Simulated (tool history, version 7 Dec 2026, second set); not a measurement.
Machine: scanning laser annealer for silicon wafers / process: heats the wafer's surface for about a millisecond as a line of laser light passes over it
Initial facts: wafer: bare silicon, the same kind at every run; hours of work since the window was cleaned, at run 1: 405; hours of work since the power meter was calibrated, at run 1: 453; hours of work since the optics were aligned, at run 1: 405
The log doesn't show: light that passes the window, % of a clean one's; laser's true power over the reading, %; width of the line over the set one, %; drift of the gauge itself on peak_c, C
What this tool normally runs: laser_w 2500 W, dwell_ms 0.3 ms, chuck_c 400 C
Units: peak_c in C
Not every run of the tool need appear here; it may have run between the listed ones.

run	day	laser_w	dwell_ms	chuck_c	hours of work since the window was cleaned	hours of work since the power meter was calibrated	hours of work since the optics were aligned	peak_c
1	0	2500	0.3	400	405	453	405	1083
2	1.225	2500	0.3	400	429	476	429	1082
3	2.5	2500	0.3	400	453	500	453	1082
4	3.642	2500	0.3	400	475	522	475	1081
5	4.942	2500	0.3	400	500	547	500	1076
6	7.246	2500	0.3	400	544	591	544	1077
7	9.15	2500	0.3	400	580	628	580	1072
8	10.971	2500	0.256	400	615	662	615	1014
9	12.071	2500	0.256	400	636	684	636	1012
10	13.783	2500	0.256	400	669	716	669	1012
11	15.112	2500	0.256	400	694	742	694	1006
12	16.792	2500	0.256	400	727	774	727	1009
13	18.188	2500	0.256	400	753	801	753	1007
14	20	2500	0.256	400	788	835	788	1005
15	20.962	2500	0.251	400	806	854	806	994
16	22.871	2500	0.251	400	843	890	843	991
# day 23.425: window over the wafer cleaned
17	24.929	2500	0.236	400	29	928	881	1008
18	26.408	2500	0.236	400	57	956	909	1008
19	28.725	2500	0.236	400	101	1001	953	1006
20	31.008	2500	0.3	400	145	1044	997	1084
21	32.962	2500	0.3	400	183	1082	1035	1082
# day 34.742: optics aligned, line set to its width
22	34.742	2500	0.3	400	213	1112	0	1100
23	35.988	2182	0.22	409	236	1136	24	905
24	37.808	2138	0.331	408	271	1171	59	1009
25	39.508	2138	0.331	408	304	1203	91	1002
26	41.179	2469	0.3	426	336	1235	123	1110
27	42.804	2598	0.217	428	367	1266	154	1042
28	44.308	2598	0.36	395	396	1295	183	1197
29	46.533	2598	0.36	395	438	1338	226	1197
30	47.588	2438	0.218	376	458	1358	246	935
31	48.758	2187	0.287	410	481	1380	268	968
32	50.833	2187	0.299	401	521	1420	308	971
33	52.367	2229	0.232	400	550	1449	337	908
34	53.412	2683	0.275	370	570	1469	357	1079
35	55.183	2683	0.275	370	604	1503	391	1077
36	57.15	2500	0.213	391	641	1541	429	951
37	58.162	2500	0.213	391	661	1560	448	948
38	60.267	2500	0.213	391	701	1600	489	944
39	61.638	2500	0.307	400	727	1627	515	1072
40	62.8	2300	0.375	367	750	1649	537	1036
41	64.788	2500	0.3	403	788	1687	575	1065

4 options for the next run, each taken on its own from the tool as it stands now. Forecast them:
A	65.85	2646	0.3	400	808	1707	595	?
B	65.85	2500	0.319	400	808	1707	595	?
C	65.85	2204	0.3	403	808	1707	595	?
D	65.85	2500	0.289	400	808	1707	595	?

run	peak_c
A	1114
B	1079
C	961
D	1046
Without the tool's unlogged condition, the same runs would have read:
run	peak_c
A	1179
B	1141
C	1012
D	1105

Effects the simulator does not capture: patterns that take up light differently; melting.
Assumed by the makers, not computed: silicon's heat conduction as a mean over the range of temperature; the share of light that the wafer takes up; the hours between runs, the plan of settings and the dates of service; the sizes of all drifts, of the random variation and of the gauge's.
